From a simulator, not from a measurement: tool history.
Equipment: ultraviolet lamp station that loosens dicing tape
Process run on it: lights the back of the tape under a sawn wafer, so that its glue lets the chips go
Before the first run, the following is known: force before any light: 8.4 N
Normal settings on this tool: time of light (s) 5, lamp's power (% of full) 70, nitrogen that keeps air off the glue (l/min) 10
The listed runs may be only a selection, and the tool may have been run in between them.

run   hour  time of light (s)  lamp's power (% of full)  nitrogen that keeps air off the glue (l/min)  force that peels the tape off (N)  light that reached the tape (mJ/cm2)
  1    0.0                  5                        70                                            10                              0.624                                   325
  2   10.4                  5                        70                                            10                              0.639                                   323
  3   30.8                  5                        70                                            10                              0.640                                   322
  4   46.2                  3                        70                                            10                              1.698                                   194
  5   66.1                  5                        70                                            12                              0.577                                   322
  6   84.9                  5                        70                                            12                              0.598                                   324
  7  110.0                  5                        70                                            10                              0.662                                   316
  8  133.0                  5                        70                                            10                              0.665                                   314
  9  150.9                  5                        70                                            10                              0.677                                   319
 10  167.8                  6                        70                                             9                              0.492                                   378
 11  180.0                  4                        70                                             9                              1.096                                   251
 12  203.1                  2                        85                                             5                              2.866                                   155
 13  219.4                  2                        85                                             5                              2.927                                   151
 14  243.0                  4                        62                                             5                              1.779                                   227
 15  264.2                  3                        77                                            10                              1.513                                   210
 16  281.9                  7                        64                                            10                              0.398                                   414
 17  299.4                  7                        73                                             7                              0.347                                   467

Taken out of this log: 2 entries between the listed runs. Where each belongs, and how the hidden state differs across it:
In the gap between runs 6 and 7: window cleaned of glue's vapour (hour 87.0)
  lamp's light, % of a new lamp's: 90.5 -> 90.2; light that the window lets through, % of a clean one's: 97.5 -> 96.2
  measured less the result without the state, force that peels the tape off (N): +0.147 -> +0.178; light that reached the tape (mJ/cm2): -43 -> -48
In the gap between runs 13 and 14: window cleaned of glue's vapour, once more (hour 239.6)
  lamp's light, % of a new lamp's: 88.8 -> 88.5; light that the window lets through, % of a clean one's: 95.5 -> 99.3
  measured less the result without the state, force that peels the tape off (N): +0.492 -> +0.331; light that reached the tape (mJ/cm2): -27 -> -31
